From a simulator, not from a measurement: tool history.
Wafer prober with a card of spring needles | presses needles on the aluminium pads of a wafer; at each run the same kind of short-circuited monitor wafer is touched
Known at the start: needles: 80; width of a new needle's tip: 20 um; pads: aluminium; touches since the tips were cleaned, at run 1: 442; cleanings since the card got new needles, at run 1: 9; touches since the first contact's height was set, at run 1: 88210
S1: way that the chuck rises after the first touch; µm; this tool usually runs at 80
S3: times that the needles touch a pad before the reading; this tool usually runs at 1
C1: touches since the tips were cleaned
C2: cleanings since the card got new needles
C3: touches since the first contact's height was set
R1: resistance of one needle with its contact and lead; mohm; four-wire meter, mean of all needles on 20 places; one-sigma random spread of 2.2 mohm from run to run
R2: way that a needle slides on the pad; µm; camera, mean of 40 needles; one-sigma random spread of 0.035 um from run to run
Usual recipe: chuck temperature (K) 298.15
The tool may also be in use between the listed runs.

{"run": 1, "hour": 0.0, "S1": 80, "chuck temperature (K)": 298.15, "S3": 1, "C1": 442, "C2": 9, "C3": 88210, "R1": 284, "R2": 11.53}
{"hour": 24.5, "done": "tips cleaned on abrasive film"}
{"run": 2, "hour": 24.5, "S1": 60, "chuck temperature (K)": 298.15, "S3": 1, "C1": 0, "C2": 10, "C3": 96458, "R1": 289, "R2": 8.58}
{"hour": 51.2, "done": "tips cleaned on abrasive film"}
{"run": 3, "hour": 67.7, "S1": 80, "chuck temperature (K)": 298.15, "S3": 2, "C1": 5586, "C2": 11, "C3": 111000, "R1": 335, "R2": 11.43}
{"hour": 76.1, "done": "tips cleaned on abrasive film"}
{"hour": 100.5, "done": "tips cleaned on abrasive film"}
{"run": 4, "hour": 103.8, "S1": 80, "chuck temperature (K)": 298.15, "S3": 1, "C1": 1105, "C2": 13, "C3": 123109, "R1": 311, "R2": 11.45}
{"hour": 125.4, "done": "tips cleaned on abrasive film"}
{"run": 5, "hour": 128.5, "S1": 80, "chuck temperature (K)": 298.15, "S3": 1, "C1": 1021, "C2": 14, "C3": 131393, "R1": 313, "R2": 11.38}
{"hour": 149.7, "done": "tips cleaned on abrasive film"}
{"run": 6, "hour": 151.0, "S1": 80, "chuck temperature (K)": 298.15, "S3": 1, "C1": 434, "C2": 15, "C3": 138961, "R1": 280, "R2": 11.34}
{"hour": 174.8, "done": "tips cleaned on abrasive film"}
{"run": 7, "hour": 192.6, "S1": 80, "chuck temperature (K)": 298.15, "S3": 1, "C1": 6002, "C2": 16, "C3": 152958, "R1": 398, "R2": 11.3}
{"hour": 201.5, "done": "tips cleaned on abrasive film"}
{"hour": 226.9, "done": "tips cleaned on abrasive film"}
{"run": 8, "hour": 230.2, "S1": 80, "chuck temperature (K)": 298.15, "S3": 1, "C1": 1131, "C2": 18, "C3": 165597, "R1": 316, "R2": 11.34}
{"hour": 252.5, "done": "tips cleaned on abrasive film"}
{"run": 9, "hour": 254.1, "S1": 80, "chuck temperature (K)": 298.15, "S3": 1, "C1": 546, "C2": 19, "C3": 173620, "R1": 288, "R2": 11.36}
{"hour": 277.6, "done": "tips cleaned on abrasive film"}
{"run": 10, "hour": 279.3, "S1": 93, "chuck temperature (K)": 298.15, "S3": 1, "C1": 547, "C2": 20, "C3": 182079, "R1": 280, "R2": 13.23}
{"hour": 302.4, "done": "tips cleaned on abrasive film"}
{"run": 11, "hour": 315.6, "S1": 93, "chuck temperature (K)": 298.15, "S3": 1, "C1": 4474, "C2": 21, "C3": 194320, "R1": 343, "R2": 13.14}
{"hour": 326.7, "done": "tips cleaned on abrasive film"}
{"run": 12, "hour": 346.9, "S1": 95, "chuck temperature (K)": 298.15, "S3": 1, "C1": 6825, "C2": 22, "C3": 204842, "R1": 362, "R2": 13.42}
{"hour": 349.1, "done": "height of the first contact set anew"}
{"hour": 352.9, "done": "tips cleaned on abrasive film"}
{"run": 13, "hour": 375.9, "S1": 80, "chuck temperature (K)": 298.15, "S3": 1, "C1": 7768, "C2": 23, "C3": 9011, "R1": 417, "R2": 11.2}
{"hour": 380.1, "done": "tips cleaned on abrasive film"}
{"hour": 405.5, "done": "tips cleaned on abrasive film"}
{"run": 14, "hour": 413.5, "S1": 80, "chuck temperature (K)": 337.15, "S3": 1, "C1": 2718, "C2": 25, "C3": 21657, "R1": 374, "R2": 11.28}
{"hour": 430.1, "done": "tips cleaned on abrasive film"}
{"hour": 454.6, "done": "tips cleaned on abrasive film"}
{"run": 15, "hour": 459.0, "S1": 80, "chuck temperature (K)": 298.15, "S3": 1, "C1": 1514, "C2": 27, "C3": 36943, "R1": 321, "R2": 11.18}
{"hour": 479.8, "done": "tips cleaned on abrasive film"}
{"run": 16, "hour": 488.3, "S1": 80, "chuck temperature (K)": 298.15, "S3": 1, "C1": 2855, "C2": 28, "C3": 46784, "R1": 367, "R2": 11.2}
{"hour": 507.8, "done": "tips cleaned on abrasive film"}
{"run": 17, "hour": 513.7, "S1": 83, "chuck temperature (K)": 298.15, "S3": 2, "C1": 1994, "C2": 29, "C3": 55315, "R1": 302, "R2": 11.54}
{"hour": 534.3, "done": "height of the first contact set anew, once more"}
{"hour": 534.4, "done": "tips cleaned on abrasive film"}
{"run": 18, "hour": 540.1, "S1": 67, "chuck temperature (K)": 375.15, "S3": 2, "C1": 1932, "C2": 30, "C3": 1932, "R1": 341, "R2": 9.72}
{"hour": 561.0, "done": "tips cleaned on abrasive film"}
{"run": 19, "hour": 573.1, "S1": 94, "chuck temperature (K)": 322.15, "S3": 1, "C1": 4089, "C2": 31, "C3": 13042, "R1": 342, "R2": 13.6}
{"hour": 586.9, "done": "tips cleaned on abrasive film"}
{"run": 20, "hour": 603.6, "S1": 94, "chuck temperature (K)": 322.15, "S3": 1, "C1": 5610, "C2": 32, "C3": 23280, "R1": 360, "R2": 13.63}
{"hour": 612.6, "done": "tips cleaned on abrasive film"}
{"run": 21, "hour": 631.6, "S1": 94, "chuck temperature (K)": 322.15, "S3": 1, "C1": 6383, "C2": 33, "C3": 32691, "R1": 368, "R2": 13.6}
{"hour": 639.2, "done": "tips cleaned on abrasive film"}
{"run": 22, "hour": 659.7, "S1": 69, "chuck temperature (K)": 379.15, "S3": 1, "C1": 6926, "C2": 34, "C3": 42159, "R1": 458, "R2": 9.9}
{"hour": 663.6, "done": "tips cleaned on abrasive film"}
{"run": 23, "hour": 682.0, "S1": 69, "chuck temperature (K)": 379.15, "S3": 1, "C1": 6224, "C2": 35, "C3": 49648, "R1": 451, "R2": 9.95}
{"hour": 690.3, "done": "tips cleaned on abrasive film"}
{"run": 24, "hour": 702.5, "S1": 69, "chuck temperature (K)": 379.15, "S3": 1, "C1": 4114, "C2": 36, "C3": 56536, "R1": 437, "R2": 9.91}
{"hour": 716.6, "done": "tips cleaned on abrasive film"}
{"run": 25, "hour": 732.2, "S1": 72, "chuck temperature (K)": 333.15, "S3": 1, "C1": 5256, "C2": 37, "C3": 66528, "R1": 424, "R2": 10.38}
{"hour": 744.8, "done": "tips cleaned on abrasive film"}
{"hour": 769.8, "done": "tips cleaned on abrasive film"}
{"run": 26, "hour": 775.1, "S1": 74, "chuck temperature (K)": 300.15, "S3": 2, "C1": 1775, "C2": 39, "C3": 80928, "R1": 306, "R2": 10.61}
{"hour": 794.8, "done": "tips cleaned on abrasive film"}
{"run": 27, "hour": 818.2, "S1": 97, "chuck temperature (K)": 394.15, "S3": 2, "C1": 7917, "C2": 40, "C3": 95452, "R1": 334, "R2": 13.85}
{"hour": 820.6, "done": "tips cleaned on abrasive film"}
{"hour": 846.9, "done": "tips cleaned on abrasive film"}
{"run": 28, "hour": 861.8, "S1": 74, "chuck temperature (K)": 310.15, "S3": 1, "C1": 5028, "C2": 42, "C3": 110093, "R1": 418, "R2": 10.56}
{"hour": 871.3, "done": "tips cleaned on abrasive film"}
{"run": 29, "hour": 885.6, "S1": 98, "chuck temperature (K)": 311.15, "S3": 2, "C1": 4829, "C2": 43, "C3": 118090, "R1": 314, "R2": 13.99}

Pick out some run-to-run changes in R1. Of each, how much would a tool without hidden state show as well, from the settings, what came in and chance, and how much is left for the hidden state and any gauge scatter not in both results compared?
The tool's hidden condition here consists of: debris on the tips, nm; way that the needles fall short of the set height, um; tips' diameter, um; drift of the gauge itself on contact_mohm, %; drift of the gauge itself on scrub_um, %.
Run 6 -> 7: tips cleaned on abrasive film. R1 +118 mohm: hidden state +118, all else +0.
Run 25 -> 26: S1 72 -> 74, chuck temperature (K) 333.15 -> 300.15, S3 1 -> 2, tips cleaned on abrasive film, tips cleaned on abrasive film. R1 -118 mohm: hidden state -108, all else -10.

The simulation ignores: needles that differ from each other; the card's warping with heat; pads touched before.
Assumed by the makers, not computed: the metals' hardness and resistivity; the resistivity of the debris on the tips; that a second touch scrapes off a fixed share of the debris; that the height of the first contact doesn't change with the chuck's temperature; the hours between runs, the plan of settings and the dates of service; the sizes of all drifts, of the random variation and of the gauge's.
